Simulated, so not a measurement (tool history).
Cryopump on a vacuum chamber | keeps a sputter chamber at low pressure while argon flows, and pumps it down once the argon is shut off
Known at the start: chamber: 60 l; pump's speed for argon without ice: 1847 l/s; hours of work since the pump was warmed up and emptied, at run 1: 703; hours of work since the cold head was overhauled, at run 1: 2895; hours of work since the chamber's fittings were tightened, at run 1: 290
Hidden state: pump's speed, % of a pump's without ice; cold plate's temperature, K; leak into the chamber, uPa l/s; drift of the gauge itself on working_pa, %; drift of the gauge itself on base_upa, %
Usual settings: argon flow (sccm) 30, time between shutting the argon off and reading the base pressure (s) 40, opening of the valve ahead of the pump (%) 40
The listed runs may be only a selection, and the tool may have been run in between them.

run    hour  argon flow (sccm)  time between shutting the argon off and reading the base pressure (s)  opening of the valve ahead of the pump (%)  hours of work since the pump was warmed up and emptied  hours of work since the cold head was overhauled  hours of work since the chamber's fittings were tightened  pressure while argon flows (Pa)  pressure after the wait (uPa)
  1     0.0                 30                                                                     40                                          40                                                     703                                              2895                                                        290                           0.0739                           2.27
  2   112.2                 30                                                                     40                                          40                                                     785                                              2977                                                        372                           0.0751                           2.45
  3   182.7                 30                                                                     40                                          40                                                     837                                              3029                                                        423                           0.0756                           2.44
  4   246.9                 30                                                                     40                                          40                                                     884                                              3076                                                        470                           0.0758                           2.58
  5   349.5                 30                                                                     40                                          40                                                     959                                              3151                                                        546                           0.0766                           2.64
  6   437.7                 27                                                                     40                                          40                                                    1024                                              3216                                                        610                           0.0701                           2.70
      482.7  -- pump warmed up, emptied and cooled again
  7   518.1                 54                                                                     40                                          40                                                      26                                              3271                                                        665                           0.1253                           2.56
  8   596.2                 17                                                                     40                                          40                                                      83                                              3328                                                        722                           0.0397                           2.69
  9   702.3                 30                                                                     40                                          20                                                     161                                              3406                                                        800                           0.1398                           2.69
 10   815.1                 30                                                                     40                                          20                                                     243                                              3488                                                        882                           0.1395                           2.71
 11   866.4                 30                                                                     40                                          58                                                     281                                              3526                                                        920                           0.0508                           2.92
 12   963.9                 19                                                                     40                                          39                                                     352                                              3597                                                        991                           0.0465                           3.03
 13  1076.5                 19                                                                     48                                          39                                                     435                                              3679                                                       1074                           0.0471                           2.79
 14  1126.8                 30                                                                     40                                          53                                                     471                                              3716                                                       1111                           0.0556                           2.95
 15  1217.2                 30                                                                     40                                          53                                                     537                                              3782                                                       1177                           0.0568                           3.08
 16  1314.7                 28                                                                    148                                          40                                                     609                                              3854                                                       1248                           0.0689                           1.82
 17  1398.9                 18                                                                    175                                          31                                                     670                                              3915                                                       1310                           0.0568                           1.92
 18  1493.0                 14                                                                    177                                          36                                                     739                                              3984                                                       1379                           0.0389                           2.08

Forecast run 19:
 19  1600.2                 14                                                                    177                                          36                                                     818                                              4063                                                       1457                                ?                              ?

pressure while argon flows (Pa): 0.0390
pressure after the wait (uPa): 2.09
If the tool had no hidden condition, the same run with the same run-to-run variation would have returned pressure while argon flows (Pa) 0.0354, pressure after the wait (uPa) 0.55.

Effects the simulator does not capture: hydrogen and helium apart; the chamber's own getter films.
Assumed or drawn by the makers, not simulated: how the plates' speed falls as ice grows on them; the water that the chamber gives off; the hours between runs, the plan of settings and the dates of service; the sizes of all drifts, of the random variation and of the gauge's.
